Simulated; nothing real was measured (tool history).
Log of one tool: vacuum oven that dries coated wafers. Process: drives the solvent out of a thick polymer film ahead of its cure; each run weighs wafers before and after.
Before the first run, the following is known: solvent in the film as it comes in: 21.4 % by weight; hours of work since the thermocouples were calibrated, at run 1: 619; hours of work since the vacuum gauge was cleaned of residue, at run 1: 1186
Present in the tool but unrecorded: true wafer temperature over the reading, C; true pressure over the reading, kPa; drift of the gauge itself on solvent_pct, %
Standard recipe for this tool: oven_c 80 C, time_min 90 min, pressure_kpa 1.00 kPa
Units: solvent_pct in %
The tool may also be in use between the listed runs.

| run | hour | oven_c | time_min | pressure_kpa | hours of work since the thermocouples were calibrated | hours of work since the vacuum gauge was cleaned of residue | solvent_pct |
|---|---|---|---|---|---|---|---|
| 1 | 0.0 | 80 | 90 | 1.00 | 619 | 1186 | 5.19 |
| 2 | 55.1 | 80 | 90 | 1.00 | 656 | 1223 | 5.09 |
| 3 | 110.3 | 80 | 90 | 1.00 | 693 | 1260 | 5.27 |
| 4 | 162.5 | 80 | 90 | 1.00 | 728 | 1295 | 5.25 |
| 5 | 229.7 | 80 | 90 | 1.00 | 772 | 1340 | 5.11 |
| 6 | 287.8 | 80 | 105 | 1.00 | 811 | 1378 | 4.27 |
| 7 | 317.2 | 80 | 105 | 1.00 | 831 | 1398 | 4.29 |
| 8 | 353.2 | 80 | 105 | 2.26 | 855 | 1422 | 4.68 |
| 9 | 397.7 | 80 | 105 | 2.26 | 885 | 1452 | 4.74 |
| 10 | 454.4 | 80 | 105 | 2.26 | 922 | 1490 | 4.70 |
| 11 | 496.9 | 80 | 105 | 2.26 | 951 | 1518 | 4.73 |
| 12 | 548.7 | 80 | 56 | 1.00 | 985 | 1553 | 8.20 |
|  | 567.3 | oven's thermocouples calibrated |
| 13 | 588.4 | 66 | 56 | 1.00 | 14 | 1578 | 12.91 |
| 14 | 616.3 | 80 | 90 | 1.00 | 33 | 1596 | 5.15 |
| 15 | 679.6 | 80 | 90 | 1.00 | 75 | 1639 | 5.22 |
| 16 | 747.3 | 80 | 90 | 1.00 | 120 | 1684 | 5.18 |
| 17 | 778.2 | 89 | 90 | 1.00 | 141 | 1705 | 2.32 |
| 18 | 825.0 | 89 | 90 | 1.00 | 172 | 1736 | 2.18 |
| 19 | 864.5 | 89 | 90 | 1.00 | 198 | 1762 | 2.33 |
| 20 | 912.3 | 89 | 90 | 1.00 | 230 | 1794 | 2.33 |
| 21 | 947.7 | 89 | 90 | 1.00 | 254 | 1818 | 2.41 |
| 22 | 1010.8 | 89 | 90 | 1.00 | 296 | 1860 | 2.33 |
| 23 | 1067.1 | 80 | 90 | 1.00 | 334 | 1898 | 5.17 |
| 24 | 1101.1 | 80 | 90 | 1.00 | 356 | 1920 | 5.15 |
| 25 | 1167.5 | 80 | 90 | 1.00 | 401 | 1965 | 5.18 |
| 26 | 1228.6 | 80 | 90 | 1.00 | 442 | 2005 | 5.19 |
| 27 | 1279.3 | 80 | 49 | 1.00 | 476 | 2039 | 8.72 |
| 28 | 1312.2 | 80 | 49 | 1.00 | 497 | 2061 | 8.78 |
| 29 | 1362.7 | 80 | 49 | 1.00 | 531 | 2095 | 9.02 |
| 30 | 1396.3 | 72 | 59 | 1.96 | 554 | 2117 | 11.02 |
| 31 | 1426.9 | 89 | 92 | 1.00 | 574 | 2138 | 2.12 |
| 32 | 1455.9 | 89 | 92 | 1.00 | 593 | 2157 | 2.27 |
| 33 | 1514.4 | 67 | 90 | 2.60 | 633 | 2196 | 10.76 |
| 34 | 1583.4 | 95 | 122 | 2.92 | 679 | 2242 | 1.06 |
| 35 | 1631.6 | 95 | 122 | 2.92 | 711 | 2274 | 1.06 |
| 36 | 1686.6 | 81 | 109 | 2.16 | 747 | 2311 | 4.07 |
| 37 | 1752.1 | 72 | 161 | 1.00 | 791 | 2355 | 4.74 |
| 38 | 1797.3 | 72 | 161 | 2.09 | 821 | 2385 | 5.26 |
|  | 1839.2 | vacuum gauge cleaned of residue and calibrated |
| 39 | 1846.7 | 66 | 64 | 1.57 | 853 | 5 | 12.33 |
| 40 | 1887.7 | 94 | 128 | 0.70 | 881 | 32 | 0.52 |
| 41 | 1949.6 | 67 | 75 | 0.70 | 922 | 74 | 11.04 |
| 42 | 2004.2 | 75 | 74 | 1.31 | 959 | 110 | 8.41 |
| 43 | 2058.4 | 75 | 90 | 1.00 | 995 | 146 | 7.23 |
|  | 2066.0 | oven's thermocouples calibrated |
| 44 | 2108.3 | 71 | 150 | 3.44 | 28 | 178 | 6.69 |
| 45 | 2171.5 | 71 | 150 | 3.44 | 70 | 221 | 6.59 |
| 46 | 2232.6 | 67 | 150 | 2.15 | 111 | 261 | 7.65 |

Predict each of these 3 candidate next runs independently; none follows another, all start after run 46:
| A | 2294.8 | 69 | 150 | 2.15 | 153 | 303 | ? |
| B | 2294.8 | 73 | 84 | 0.91 | 153 | 303 | ? |
| C | 2294.8 | 72 | 150 | 2.15 | 153 | 303 | ? |

| run | solvent_pct |
|---|---|
| A | 6.83 |
| B | 8.29 |
| C | 5.70 |
What these runs would have given with no unlogged condition in the tool:
| run | solvent_pct |
|---|---|
| A | 6.83 |
| B | 8.28 |
| C | 5.69 |

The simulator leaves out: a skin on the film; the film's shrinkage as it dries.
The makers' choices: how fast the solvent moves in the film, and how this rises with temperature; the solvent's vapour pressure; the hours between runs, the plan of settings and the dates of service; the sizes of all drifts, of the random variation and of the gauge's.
